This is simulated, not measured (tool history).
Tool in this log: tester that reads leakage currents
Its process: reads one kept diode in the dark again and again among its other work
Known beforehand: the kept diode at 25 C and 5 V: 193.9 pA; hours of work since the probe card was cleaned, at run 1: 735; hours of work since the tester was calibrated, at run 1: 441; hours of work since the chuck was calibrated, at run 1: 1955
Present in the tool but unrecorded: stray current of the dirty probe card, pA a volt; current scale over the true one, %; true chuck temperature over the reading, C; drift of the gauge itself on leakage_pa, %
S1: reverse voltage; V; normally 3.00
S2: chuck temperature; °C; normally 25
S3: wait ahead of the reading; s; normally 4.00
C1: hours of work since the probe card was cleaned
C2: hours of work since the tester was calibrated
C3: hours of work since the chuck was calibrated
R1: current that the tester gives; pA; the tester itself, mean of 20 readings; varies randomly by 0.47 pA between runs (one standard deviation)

| run | day | S1 | S2 | S3 | C1 | C2 | C3 | R1 |
|---|---|---|---|---|---|---|---|---|
| 1 | 0.000 | 3.00 | 25 | 4.00 | 735 | 441 | 1955 | 140.02 |
| 2 | 1.450 | 3.00 | 25 | 4.00 | 752 | 458 | 1972 | 140.88 |
| 3 | 3.162 | 3.00 | 25 | 4.00 | 772 | 478 | 1992 | 139.85 |
| 4 | 4.996 | 3.00 | 25 | 4.00 | 793 | 499 | 2013 | 139.46 |
| 5 | 6.233 | 3.00 | 25 | 7.39 | 807 | 514 | 2027 | 140.02 |
| 6 | 7.412 | 3.00 | 25 | 4.00 | 821 | 527 | 2041 | 139.94 |
| 7 | 9.283 | 3.00 | 25 | 4.00 | 843 | 549 | 2062 | 139.97 |
| 8 | 10.521 | 3.00 | 25 | 4.00 | 857 | 563 | 2077 | 139.63 |
| 9 | 12.525 | 3.00 | 25 | 4.00 | 880 | 586 | 2100 | 138.36 |
| 10 | 15.038 | 3.00 | 25 | 4.00 | 909 | 616 | 2129 | 139.24 |
| 11 | 17.408 | 3.00 | 25 | 4.00 | 937 | 643 | 2157 | 139.26 |
| 12 | 19.888 | 3.00 | 25 | 4.00 | 965 | 672 | 2185 | 138.85 |
| 13 | 22.304 | 3.00 | 25 | 4.00 | 993 | 700 | 2213 | 138.65 |
| 14 | 24.192 | 3.00 | 25 | 4.00 | 1015 | 722 | 2235 | 139.05 |
| 15 | 26.625 | 3.00 | 21 | 4.00 | 1043 | 750 | 2263 | 95.04 |
| 16 | 28.725 | 3.00 | 25 | 4.00 | 1068 | 774 | 2288 | 137.76 |
| 17 | 31.012 | 3.00 | 49 | 4.00 | 1094 | 801 | 2314 | 1090.51 |
| 18 | 32.221 | 3.00 | 49 | 4.00 | 1108 | 815 | 2328 | 1086.53 |
| 19 | 33.929 | 3.00 | 49 | 4.00 | 1128 | 834 | 2348 | 1092.96 |
| 20 | 35.438 | 3.00 | 25 | 4.00 | 1146 | 852 | 2365 | 137.18 |
|  | 35.700 | probe card cleaned and baked |
| 21 | 37.408 | 3.00 | 43 | 1.13 | 20 | 873 | 2387 | 668.74 |
| 22 | 39.504 | 1.98 | 30 | 1.74 | 44 | 898 | 2411 | 182.81 |
|  | 40.979 | chuck's temperature calibrated |
| 23 | 41.971 | 3.00 | 20 | 4.00 | 72 | 925 | 11 | 103.31 |
|  | 43.808 | probe card cleaned and baked, once more |
| 24 | 44.104 | 13.48 | 34 | 0.91 | 3 | 948 | 35 | 664.04 |
| 25 | 46.308 | 1.43 | 46 | 1.80 | 29 | 974 | 60 | 716.41 |
| 26 | 48.717 | 1.43 | 46 | 1.80 | 57 | 1002 | 88 | 719.11 |
| 27 | 50.242 | 1.77 | 42 | 0.67 | 75 | 1020 | 106 | 563.69 |
| 28 | 51.612 | 6.13 | 31 | 0.67 | 90 | 1035 | 122 | 362.40 |
| 29 | 53.946 | 6.58 | 30 | 0.67 | 117 | 1062 | 149 | 343.59 |
| 30 | 55.200 | 4.74 | 30 | 0.85 | 132 | 1077 | 163 | 297.95 |
| 31 | 56.562 | 4.74 | 30 | 0.85 | 148 | 1093 | 179 | 297.11 |
| 32 | 57.938 | 1.27 | 37 | 0.85 | 164 | 1109 | 195 | 320.54 |
| 33 | 59.471 | 3.00 | 25 | 9.04 | 181 | 1126 | 213 | 155.14 |
| 34 | 60.825 | 14.38 | 25 | 6.35 | 197 | 1142 | 228 | 297.44 |
| 35 | 62.896 | 3.00 | 35 | 0.69 | 221 | 1166 | 252 | 383.39 |
| 36 | 65.125 | 3.00 | 43 | 0.63 | 247 | 1192 | 278 | 750.86 |
| 37 | 66.621 | 3.00 | 43 | 0.63 | 264 | 1209 | 296 | 750.10 |
| 38 | 67.717 | 3.00 | 43 | 0.63 | 277 | 1222 | 308 | 754.62 |
| 39 | 69.221 | 3.00 | 25 | 0.63 | 294 | 1239 | 326 | 154.86 |
| 40 | 71.233 | 1.52 | 20 | 1.08 | 318 | 1263 | 349 | 72.93 |

Predict each of these 4 candidate next runs independently; none follows another, all start after run 40:
| A | 73.758 | 3.19 | 22 | 2.51 | 347 | 1292 | 378 | ? |
| B | 73.758 | 9.09 | 25 | 4.00 | 347 | 1292 | 378 | ? |
| C | 73.758 | 6.36 | 30 | 0.71 | 347 | 1292 | 378 | ? |
| D | 73.758 | 4.08 | 28 | 1.70 | 347 | 1292 | 378 | ? |

| run | R1 |
|---|---|
| A | 119.09 |
| B | 243.66 |
| C | 332.39 |
| D | 230.87 |
Without the tool's unlogged condition, the same runs would have read:
| run | R1 |
|---|---|
| A | 120.95 |
| B | 246.70 |
| C | 337.93 |
| D | 234.86 |

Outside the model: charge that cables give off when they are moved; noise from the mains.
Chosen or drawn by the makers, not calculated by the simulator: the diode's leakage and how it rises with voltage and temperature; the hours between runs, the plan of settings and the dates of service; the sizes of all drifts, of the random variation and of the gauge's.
